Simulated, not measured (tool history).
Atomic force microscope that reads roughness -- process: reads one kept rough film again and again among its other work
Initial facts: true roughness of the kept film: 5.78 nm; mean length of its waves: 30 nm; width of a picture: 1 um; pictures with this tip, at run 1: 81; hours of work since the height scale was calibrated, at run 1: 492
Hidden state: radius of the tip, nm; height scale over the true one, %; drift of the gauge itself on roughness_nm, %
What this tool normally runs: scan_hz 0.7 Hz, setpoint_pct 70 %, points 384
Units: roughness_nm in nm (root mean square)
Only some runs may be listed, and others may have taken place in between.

run	hour	scan_hz	setpoint_pct	points	pictures with this tip	hours of work since the height scale was calibrated	roughness_nm
1	0	0.7	70	384	81	492	4.371
2	12.4	1.253	70	384	101	500	4.163
3	42.3	0.7	70	384	150	519	4.065
4	63.9	0.7	70	269	185	533	3.952
5	84.5	0.7	70	384	218	546	3.868
6	111.2	0.7	70	384	261	563	3.777
7	127	0.7	70	384	286	573	3.722
8	143.4	0.7	70	384	313	584	3.624
# hour 155: new tip fitted
9	165	0.7	80	469	16	597	4.492
10	182.3	0.7	80	469	44	608	4.372
11	206.9	1	60	469	84	624	4.37
12	231.6	2.528	79	621	123	640	3.507
13	246.7	2.528	79	621	148	649	3.424
14	276.2	2.528	79	621	195	668	3.28
15	301.7	2.528	79	621	237	684	3.192
16	331	2.528	79	621	284	703	3.095

Hidden state at the last listed run before each entry between runs and at the first one after, where it differs:
In the gap between runs 8 and 9: new tip fitted (hour 155)
  radius of the tip, nm: 20.9 -> 8.1; height scale over the true one, %: 0.94 -> 0.95
  measured minus no-state result, roughness_nm: -1.041 -> -0.067 nm (root mean square)
